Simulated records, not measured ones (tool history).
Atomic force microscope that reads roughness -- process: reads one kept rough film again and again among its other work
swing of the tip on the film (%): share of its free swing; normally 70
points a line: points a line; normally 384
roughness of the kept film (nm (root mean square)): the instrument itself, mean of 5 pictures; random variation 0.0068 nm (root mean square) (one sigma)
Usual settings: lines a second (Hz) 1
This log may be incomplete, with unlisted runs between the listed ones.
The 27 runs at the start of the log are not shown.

run	hour	lines a second (Hz)	swing of the tip on the film (%)	points a line	pictures with this tip	hours of work since the height scale was calibrated	roughness of the kept film (nm (root mean square))
28	1016.1	0.7	58	384	145	833	1.179
29	1054.5	0.7	89	896	194	856	1.076
30	1089.2	0.7	89	896	239	877	1.035
31	1118.8	3.65	64	350	278	895	0.971
# hour 1127: new tip fitted
32	1161.7	3.87	77	293	45	920	1.139
33	1208.8	3.87	77	293	106	949	1.055
34	1240	3.87	77	293	146	967	1.018
35	1285	1.35	67	293	204	994	1.065
36	1326.7	1.18	65	695	258	1019	1.04
# hour 1330.8: height scale calibrated on a step standard
# hour 1351.1: new tip fitted
37	1378.9	1	82	384	36	29	1.276
38	1406.5	1	82	384	72	45	1.217
39	1448.5	0.7	60	986	126	70	1.209
40	1494.6	1.05	72	805	186	98	1.116
# hour 1530.9: height scale calibrated on a step standard, once more
41	1530.9	0.55	62	590	232	0	1.08
# hour 1573.1: new tip fitted
42	1584.1	0.55	62	590	14	32	1.385
43	1619.3	0.55	55	801	60	53	1.323
44	1644.1	0.53	81	660	92	68	1.235
45	1690.3	0.52	81	660	151	95	1.162
46	1736.2	0.52	81	660	211	123	1.103
47	1773.7	0.67	79	384	260	145	1.023
# hour 1795.4: new tip fitted
48	1819.9	0.67	79	384	32	173	1.319
49	1865.1	1	88	384	90	200	1.18
50	1913.8	0.54	72	972	153	229	1.184
51	1956	0.54	72	972	208	254	1.114
52	2007.8	1.81	75	972	275	285	0.991

Below are 4 alternative next runs, each starting from the tool's condition after run 52. Predict each:
# hour 2016.7: new tip fitted
A	2054.5	2.1	70	1021	49	313	?
# hour 2016.7: new tip fitted
B	2054.5	0.72	62	384	49	313	?
# hour 2016.7: new tip fitted
C	2054.5	1.21	64	304	49	313	?
# hour 2016.7: new tip fitted
D	2054.5	1.71	75	972	49	313	?

run	roughness of the kept film (nm (root mean square))
A	1.266
B	1.296
C	1.272
D	1.249
The same runs, with their run-to-run variation unchanged, on a tool lacking any hidden condition would have given:
run	roughness of the kept film (nm (root mean square))
A	1.358
B	1.39
C	1.364
D	1.34
